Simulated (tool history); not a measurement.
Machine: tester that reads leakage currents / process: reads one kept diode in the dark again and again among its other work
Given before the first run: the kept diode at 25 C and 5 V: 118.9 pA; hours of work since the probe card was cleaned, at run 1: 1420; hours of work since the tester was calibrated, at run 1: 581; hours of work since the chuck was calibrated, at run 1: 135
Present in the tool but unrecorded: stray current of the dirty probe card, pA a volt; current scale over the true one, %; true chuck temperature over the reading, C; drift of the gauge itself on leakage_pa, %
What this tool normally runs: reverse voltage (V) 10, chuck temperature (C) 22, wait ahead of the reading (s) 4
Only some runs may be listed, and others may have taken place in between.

| run | hour | reverse voltage (V) | chuck temperature (C) | wait ahead of the reading (s) | hours of work since the probe card was cleaned | hours of work since the tester was calibrated | hours of work since the chuck was calibrated | current that the tester gives (pA) |
|---|---|---|---|---|---|---|---|---|
| 1 | 0 | 10 | 22 | 4 | 1420 | 581 | 135 | 157.92 |
| 2 | 44 | 10.1 | 22 | 4 | 1450 | 612 | 165 | 159.34 |
| 3 | 116.3 | 10.1 | 22 | 4 | 1500 | 662 | 215 | 162.63 |
| 4 | 195.4 | 10.1 | 39 | 4 | 1555 | 717 | 270 | 530.5 |
|  | 244.8 | probe card cleaned and baked |
| 5 | 269.6 | 10.1 | 39 | 4 | 17 | 766 | 319 | 504.73 |
| 6 | 316.9 | 1.2 | 22 | 4 | 50 | 799 | 352 | 51.53 |
| 7 | 392.4 | 10 | 22 | 4 | 102 | 851 | 404 | 140.17 |
| 8 | 457 | 10 | 22 | 4 | 147 | 895 | 449 | 141.48 |
| 9 | 536.5 | 10 | 22 | 4 | 202 | 950 | 504 | 145.16 |
| 10 | 587.7 | 10 | 22 | 4 | 237 | 986 | 539 | 146.84 |
| 11 | 629.5 | 10 | 55 | 4 | 266 | 1015 | 568 | 1573.88 |
| 12 | 699.1 | 10 | 55 | 4 | 314 | 1063 | 616 | 1579.97 |
| 13 | 761.6 | 10 | 55 | 4 | 358 | 1106 | 660 | 1596.16 |
|  | 778.6 | chuck's temperature calibrated |
| 14 | 832.9 | 10 | 38 | 4 | 406 | 1154 | 38 | 529.56 |
| 15 | 899.7 | 10 | 38 | 4 | 452 | 1200 | 84 | 534.88 |
| 16 | 991.1 | 10 | 38 | 1.39 | 515 | 1264 | 147 | 542.07 |
| 17 | 1064.9 | 10 | 38 | 1.39 | 566 | 1315 | 198 | 548.33 |
| 18 | 1128.3 | 10 | 32 | 4 | 610 | 1359 | 242 | 357.87 |
| 19 | 1188.9 | 10 | 32 | 4 | 652 | 1401 | 284 | 363.08 |
|  | 1242.6 | chuck's temperature calibrated, once more |
| 20 | 1242.6 | 10 | 32 | 2.52 | 688 | 1436 | 0 | 294.52 |
| 21 | 1326.1 | 1.7 | 33 | 1.01 | 745 | 1494 | 58 | 137.66 |
| 22 | 1396.7 | 4.3 | 22 | 2.34 | 794 | 1543 | 107 | 95.46 |
| 23 | 1444.2 | 4.5 | 39 | 4.95 | 827 | 1576 | 140 | 344.16 |
| 24 | 1502.8 | 15.3 | 55 | 0.46 | 868 | 1616 | 180 | 1851.72 |
| 25 | 1548.4 | 1.8 | 55 | 0.46 | 899 | 1648 | 212 | 674.74 |
| 26 | 1616.1 | 2.4 | 34 | 0.37 | 946 | 1695 | 258 | 184.87 |
| 27 | 1662.8 | 10 | 34 | 4 | 978 | 1727 | 291 | 367.27 |
| 28 | 1751.2 | 10 | 24 | 0.67 | 1040 | 1788 | 352 | 186.4 |
| 29 | 1790.9 | 10 | 45 | 4.04 | 1067 | 1816 | 379 | 801.01 |
| 30 | 1868.1 | 5.5 | 48 | 9.82 | 1120 | 1869 | 433 | 746.83 |
| 31 | 1946.2 | 10 | 22 | 2.71 | 1174 | 1923 | 487 | 163.47 |
| 32 | 1992.4 | 10 | 40 | 1.36 | 1206 | 1955 | 519 | 581.09 |
| 33 | 2040.8 | 10 | 39 | 1.81 | 1240 | 1989 | 552 | 549.55 |
| 34 | 2113 | 6.1 | 43 | 3.61 | 1290 | 2039 | 602 | 570.1 |
| 35 | 2154.6 | 13.6 | 22 | 2.28 | 1319 | 2067 | 631 | 202.7 |
| 36 | 2194.6 | 16.5 | 59 | 4 | 1346 | 2095 | 659 | 2646.76 |
|  | 2212.8 | chuck's temperature calibrated |
| 37 | 2279.4 | 5.4 | 23 | 5.05 | 1404 | 2152 | 46 | 122.14 |
| 38 | 2356.2 | 10 | 22 | 2.6 | 1457 | 2205 | 99 | 161.58 |
| 39 | 2408.6 | 10 | 35 | 6.97 | 1493 | 2242 | 135 | 399.27 |
| 40 | 2458.4 | 10 | 35 | 6.97 | 1527 | 2276 | 170 | 397.75 |

The same runs without the tool's hidden state, with the same run-to-run variation:
| run | current that the tester gives (pA) |
|---|---|
| 1 | 129.79 |
| 2 | 129.75 |
| 3 | 130.7 |
| 4 | 482.54 |
| 5 | 480.72 |
| 6 | 48.46 |
| 7 | 129.12 |
| 8 | 128.52 |
| 9 | 129.62 |
| 10 | 129.68 |
| 11 | 1446.88 |
| 12 | 1441.27 |
| 13 | 1446.28 |
| 14 | 444.79 |
| 15 | 445.39 |
| 16 | 445.84 |
| 17 | 446.41 |
| 18 | 283.28 |
| 19 | 284.73 |
| 20 | 282.96 |
| 21 | 134.58 |
| 22 | 87.67 |
| 23 | 330.46 |
| 24 | 1780.37 |
| 25 | 651.2 |
| 26 | 173.02 |
| 27 | 332.16 |
| 28 | 156.66 |
| 29 | 735.15 |
| 30 | 687.02 |
| 31 | 129.42 |
| 32 | 513.38 |
| 33 | 480.74 |
| 34 | 504.5 |
| 35 | 150.55 |
| 36 | 2364.08 |
| 37 | 105.37 |
| 38 | 129.72 |
| 39 | 357.21 |
| 40 | 353.52 |
